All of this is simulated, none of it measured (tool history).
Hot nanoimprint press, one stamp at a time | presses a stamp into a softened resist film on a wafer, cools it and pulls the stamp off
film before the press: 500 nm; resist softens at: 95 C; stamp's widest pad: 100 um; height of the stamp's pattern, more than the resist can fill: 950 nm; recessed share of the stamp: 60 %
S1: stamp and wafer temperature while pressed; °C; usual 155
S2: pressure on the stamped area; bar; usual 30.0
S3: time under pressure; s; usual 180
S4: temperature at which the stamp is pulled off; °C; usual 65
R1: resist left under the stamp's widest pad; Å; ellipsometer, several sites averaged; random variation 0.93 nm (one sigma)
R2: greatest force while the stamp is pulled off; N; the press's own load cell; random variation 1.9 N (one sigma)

run	hour	S1	S2	S3	S4	R1	R2
1	0.0	155	30.0	180	65	2446	159
2	50.1	155	30.0	180	65	2455	157
3	82.2	155	30.0	180	65	2450	161
4	137.0	155	30.0	180	65	2460	165
5	193.3	155	30.0	180	65	2455	165
6	259.6	155	30.0	180	65	2467	166
# hour 278.1: stamp cleaned and given a new release coat
7	295.2	155	30.0	180	65	2482	140
8	326.1	155	30.0	180	65	2487	141
9	387.5	155	30.0	180	65	2492	146
# hour 419.2: plate thermocouple calibrated
10	427.0	155	21.2	180	65	2865	143
11	480.7	155	30.0	180	59	2441	167
12	537.5	155	30.0	180	65	2461	146
13	590.8	155	30.0	180	64	2457	156
14	630.0	155	30.0	180	64	2477	156
15	696.0	155	30.0	93	65	3052	159
16	729.2	158	30.0	212	65	2021	158
17	790.9	158	46.6	118	73	2015	126
# hour 807.1: press's hydraulic seals changed and the load cell set to zero
18	849.6	155	30.0	180	50	2435	224
19	897.6	166	30.0	180	65	1389	169
20	943.6	166	42.0	180	65	1142	172
# hour 992.1: stamp cleaned and given a new release coat
21	1017.2	147	19.7	98	71	4385	117
22	1075.1	147	19.7	98	71	4400	120
23	1107.5	155	30.0	122	65	2779	145
24	1137.4	155	18.7	180	61	3084	162
25	1204.9	155	18.7	180	61	3092	166
26	1240.3	144	30.0	303	65	3604	155
# hour 1271.4: plate thermocouple calibrated
27	1286.8	144	19.3	338	72	3935	122
28	1315.1	144	19.1	114	68	4514	141
29	1370.3	155	34.1	94	65	2781	150
30	1407.7	155	25.6	180	65	2595	152

The same runs without the tool's hidden state, with the same run-to-run variation:
The hidden state here: true temperature over the reading, C; pressure that arrives at the usual setting, %; grip of the stamp's worn release coat, % over a new coat's; drift of the gauge itself on residual_nm, %; drift of the gauge itself on pull_off_n, %.
run	R1	R2
1	2365	140
2	2366	136
3	2356	138
4	2357	139
5	2345	137
6	2346	135
7	2356	137
8	2356	137
9	2352	139
10	2789	136
11	2343	156
12	2354	134
13	2343	141
14	2356	139
15	2913	139
16	1905	137
17	1856	107
18	2358	189
19	1342	139
20	1100	140
21	4314	113
22	4323	114
23	2659	136
24	2958	152
25	2955	152
26	3445	140
27	3905	111
28	4495	128
29	2734	133
30	2546	134
